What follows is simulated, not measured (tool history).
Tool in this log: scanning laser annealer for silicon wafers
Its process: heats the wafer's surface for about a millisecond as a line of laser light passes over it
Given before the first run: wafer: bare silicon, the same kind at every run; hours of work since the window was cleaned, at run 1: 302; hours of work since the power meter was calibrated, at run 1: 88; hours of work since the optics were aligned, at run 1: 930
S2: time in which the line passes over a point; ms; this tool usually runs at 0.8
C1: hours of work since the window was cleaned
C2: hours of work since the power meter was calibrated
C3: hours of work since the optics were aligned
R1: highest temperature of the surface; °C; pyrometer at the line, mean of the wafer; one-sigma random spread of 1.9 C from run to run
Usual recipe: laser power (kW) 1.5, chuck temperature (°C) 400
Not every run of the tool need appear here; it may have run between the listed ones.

run 1 hour=0 | laser_power_(kW)=1.5 S2=0.8 chuck_temperature_(°C)=400 | C1=302 C2=88 C3=930 | R1=1150
run 2 hour=6.4 | laser_power_(kW)=1.5 S2=0.862 chuck_temperature_(°C)=400 | C1=305 C2=91 C3=933 | R1=1175
run 3 hour=13.5 | laser_power_(kW)=1.5 S2=0.8 chuck_temperature_(°C)=385 | C1=308 C2=95 C3=936 | R1=1133
run 4 hour=21.6 | laser_power_(kW)=1.5 S2=0.8 chuck_temperature_(°C)=400 | C1=312 C2=98 C3=940 | R1=1149
run 5 hour=31.2 | laser_power_(kW)=1.5 S2=0.8 chuck_temperature_(°C)=400 | C1=317 C2=103 C3=945 | R1=1147
run 6 hour=38.8 | laser_power_(kW)=1.394 S2=0.8 chuck_temperature_(°C)=400 | C1=320 C2=107 C3=948 | R1=1085
run 7 hour=46 | laser_power_(kW)=1.5 S2=0.8 chuck_temperature_(°C)=400 | C1=324 C2=110 C3=952 | R1=1145
run 8 hour=50.5 | laser_power_(kW)=1.5 S2=0.8 chuck_temperature_(°C)=400 | C1=326 C2=112 C3=954 | R1=1147
run 9 hour=60 | laser_power_(kW)=1.5 S2=0.8 chuck_temperature_(°C)=400 | C1=330 C2=117 C3=958 | R1=1144
run 10 hour=64.5 | laser_power_(kW)=1.5 S2=0.711 chuck_temperature_(°C)=400 | C1=332 C2=119 C3=960 | R1=1104
-- hour=71.8 optics aligned, line set to its width
run 11 hour=79.2 | laser_power_(kW)=1.296 S2=0.823 chuck_temperature_(°C)=417 | C1=337 C2=124 C3=4 | R1=1066
run 12 hour=84.8 | laser_power_(kW)=1.296 S2=0.844 chuck_temperature_(°C)=417 | C1=340 C2=126 C3=6 | R1=1072
run 13 hour=89.3 | laser_power_(kW)=1.5 S2=0.8 chuck_temperature_(°C)=419 | C1=342 C2=128 C3=8 | R1=1188
run 14 hour=99 | laser_power_(kW)=1.532 S2=0.8 chuck_temperature_(°C)=409 | C1=347 C2=133 C3=13 | R1=1196
run 15 hour=107.4 | laser_power_(kW)=1.5 S2=0.8 chuck_temperature_(°C)=435 | C1=351 C2=137 C3=17 | R1=1202
run 16 hour=111.8 | laser_power_(kW)=1.319 S2=0.563 chuck_temperature_(°C)=395 | C1=353 C2=139 C3=19 | R1=951
run 17 hour=122 | laser_power_(kW)=1.319 S2=0.563 chuck_temperature_(°C)=395 | C1=358 C2=144 C3=24 | R1=953
run 18 hour=131.7 | laser_power_(kW)=1.5 S2=0.567 chuck_temperature_(°C)=433 | C1=362 C2=149 C3=29 | R1=1085
run 19 hour=138.5 | laser_power_(kW)=1.5 S2=0.852 chuck_temperature_(°C)=433 | C1=365 C2=152 C3=32 | R1=1222
run 20 hour=146.4 | laser_power_(kW)=1.5 S2=0.852 chuck_temperature_(°C)=433 | C1=369 C2=156 C3=36 | R1=1221

Below are 5 alternative next runs, each starting from the tool's condition after run 20. Predict each:
run A hour=151.7 | laser_power_(kW)=1.57 S2=0.614 chuck_temperature_(°C)=433 | C1=372 C2=158 C3=38 | R1=?
run B hour=151.7 | laser_power_(kW)=1.5 S2=0.631 chuck_temperature_(°C)=364 | C1=372 C2=158 C3=38 | R1=?
run C hour=151.7 | laser_power_(kW)=1.5 S2=0.606 chuck_temperature_(°C)=408 | C1=372 C2=158 C3=38 | R1=?
run D hour=151.7 | laser_power_(kW)=1.45 S2=0.8 chuck_temperature_(°C)=400 | C1=372 C2=158 C3=38 | R1=?
run E hour=151.7 | laser_power_(kW)=1.606 S2=0.989 chuck_temperature_(°C)=417 | C1=372 C2=158 C3=38 | R1=?

run=A R1=1149
run=B R1=1045
run=C R1=1081
run=D R1=1136
run=E R1=1337
Stripped of hidden state, with their random variation kept, the same runs would have yielded:
run=A R1=1171
run=B R1=1066
run=C R1=1102
run=D R1=1159
run=E R1=1365

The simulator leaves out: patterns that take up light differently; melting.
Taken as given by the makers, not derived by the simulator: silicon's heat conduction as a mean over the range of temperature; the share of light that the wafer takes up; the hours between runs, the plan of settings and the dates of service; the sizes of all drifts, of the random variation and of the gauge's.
